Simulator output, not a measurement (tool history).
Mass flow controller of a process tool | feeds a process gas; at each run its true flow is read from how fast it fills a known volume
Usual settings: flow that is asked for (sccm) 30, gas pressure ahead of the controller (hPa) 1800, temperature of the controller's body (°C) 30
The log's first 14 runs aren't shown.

| run | hour | flow that is asked for (sccm) | gas pressure ahead of the controller (hPa) | temperature of the controller's body (°C) | hours of work since the controller was set to zero | hours of work since the controller was changed | true flow (%) |
|---|---|---|---|---|---|---|---|
| 15 | 2685.2 | 26 | 1800 | 30 | 1082 | 1082 | 99.15 |
|  | 2706.6 | controller's zero set anew |
| 16 | 2931.9 | 36 | 1800 | 30 | 82 | 1172 | 99.95 |
| 17 | 3102.7 | 36 | 1800 | 30 | 145 | 1235 | 99.94 |
| 18 | 3248.1 | 6 | 2620 | 21 | 198 | 1288 | 99.3 |
| 19 | 3353.6 | 6 | 2620 | 21 | 237 | 1327 | 99.27 |
|  | 3560.6 | controller's zero set anew, once more |
| 20 | 3593.3 | 29 | 1410 | 27 | 12 | 1414 | 99.1 |
| 21 | 3815.8 | 23 | 1800 | 30 | 93 | 1495 | 98.63 |
| 22 | 3992.1 | 8 | 2730 | 21 | 158 | 1560 | 96.63 |

Forecast run 23:
| 23 | 4121.8 | 8 | 2730 | 21 | 205 | 1607 | ? |

Run 23 gave true flow (%) 96.6.
Without the tool's hidden state the same run would have given true flow (%) 96.31.

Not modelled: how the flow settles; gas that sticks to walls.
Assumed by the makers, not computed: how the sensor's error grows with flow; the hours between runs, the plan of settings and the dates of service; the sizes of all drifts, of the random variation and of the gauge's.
